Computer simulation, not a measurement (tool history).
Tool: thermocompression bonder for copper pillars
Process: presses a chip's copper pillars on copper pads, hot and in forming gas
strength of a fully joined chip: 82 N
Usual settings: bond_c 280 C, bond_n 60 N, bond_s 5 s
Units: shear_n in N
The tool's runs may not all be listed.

| run | day | bond_c | bond_n | bond_s | shear_n |
|---|---|---|---|---|---|
| 1 | 0.000 | 280 | 60 | 5 | 50.1 |
| 2 | 0.458 | 291 | 60 | 5 | 53.9 |
| 3 | 0.712 | 291 | 75 | 5 | 59.2 |
| 4 | 1.075 | 291 | 75 | 5 | 61.4 |
| 5 | 1.375 | 280 | 60 | 5 | 48.6 |
| 6 | 1.808 | 280 | 60 | 5 | 49.8 |
| 7 | 2.175 | 280 | 60 | 5 | 49.0 |
| 8 | 2.488 | 280 | 60 | 5 | 49.7 |
| 9 | 2.675 | 280 | 60 | 5 | 48.3 |
| 10 | 3.067 | 280 | 60 | 5 | 49.3 |
| 11 | 3.275 | 285 | 60 | 5 | 51.1 |
| 12 | 3.679 | 288 | 57 | 3 | 44.0 |
| 13 | 4.029 | 262 | 46 | 5 | 33.0 |
| 14 | 4.308 | 262 | 46 | 5 | 34.8 |
| 15 | 4.717 | 262 | 46 | 5 | 34.7 |
| 16 | 4.912 | 255 | 46 | 5 | 31.0 |
| 17 | 5.379 | 255 | 46 | 8 | 35.8 |
| 18 | 5.825 | 255 | 46 | 8 | 36.8 |
| 19 | 6.058 | 255 | 46 | 8 | 36.7 |
| 20 | 6.421 | 251 | 42 | 15 | 41.4 |

Forecast run 21:
|  | 6.608 | forming gas filter changed |
| 21 | 6.750 | 275 | 74 | 12 | ? |

Run 21 gave shear_n 71.3 N.
Without the tool's hidden state the same run would have given shear_n 69.1 N.

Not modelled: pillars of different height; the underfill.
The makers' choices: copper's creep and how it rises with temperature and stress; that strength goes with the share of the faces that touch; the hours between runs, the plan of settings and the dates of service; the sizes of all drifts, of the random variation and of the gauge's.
